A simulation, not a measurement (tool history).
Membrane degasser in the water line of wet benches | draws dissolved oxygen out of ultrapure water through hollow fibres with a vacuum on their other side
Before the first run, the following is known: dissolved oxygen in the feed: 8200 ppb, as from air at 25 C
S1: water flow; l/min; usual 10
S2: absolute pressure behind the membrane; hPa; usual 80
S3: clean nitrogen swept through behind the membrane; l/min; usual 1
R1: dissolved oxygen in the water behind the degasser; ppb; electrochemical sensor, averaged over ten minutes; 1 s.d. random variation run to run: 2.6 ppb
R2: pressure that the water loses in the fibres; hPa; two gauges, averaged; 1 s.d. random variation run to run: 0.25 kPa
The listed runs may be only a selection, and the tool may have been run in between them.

run	hour	S1	S2	S3	R1	R2
1	0	10	80	1	263	653.7
2	43.4	13	80	1	458.7	848.9
3	88.4	10	80	0.51	361.3	653.1
4	140.7	10	80	1	266	651.7
5	176.7	10	86.1	1	279.8	650.4
6	222.4	10	137.5	1	400.2	650.5
7	245.8	10	163.5	1	462.2	651.5
8	285.9	8	80	1	169.4	523.8
9	334.6	8	80	1	167.5	520.7
10	358.2	10	80	1	267.3	650.8
11	385.1	10	80	1	266.4	651.3
12	418.7	10	73.2	1	252.1	654.9
13	463.6	10	73.2	1	252.8	654.3
14	491.7	10	73.2	1	253.8	654.9
15	541.2	10	80	0.59	330.8	657.1
16	572.9	10	80	0.59	334.8	653.8
17	601.2	10	80	0.59	333.5	651.6
18	642	10	80	0.59	339	654.4
19	686	16	68	1.63	602.1	1051.9
20	709.2	16	139.5	1.63	738.6	1041.6
21	732.7	15	132.3	1	765.7	984.9
22	773	10	80	1.04	263.2	659.1
23	799.4	10	80	1.04	267.4	659.9
24	848.4	10	80	1.04	271.1	654.8
25	895.1	14	179.4	1	827.9	917.1
26	924.7	10	127.5	2.81	244.2	654.8
27	963	10	105.7	0.87	350.4	654.7
28	1011	16	121.8	0.74	897.8	1047.4
29	1063.8	9	58.2	2.61	138	588.4
30	1099.4	7	85	1.46	111.4	457.9
31	1131.9	16	75.6	1.46	635.8	1049

Branching from run 31: 5 alternative next runs. What would each branch give?
A	1156.5	8	73.7	0.54	?	?
B	1156.5	9	148	0.98	?	?
C	1156.5	8	80	0.59	?	?
D	1156.5	7	87.6	0.77	?	?
E	1156.5	6	108.3	0.41	?	?

run	R1	R2
A	219.5	526.2
B	361.1	596
C	229.7	523.4
D	170.3	461.1
E	290	395
With no hidden state in the tool, these same runs would have given:
run	R1	R2
A	208.8	519.9
B	343.5	588.8
C	218.3	517.1
D	159.7	455.6
E	273.1	390.3
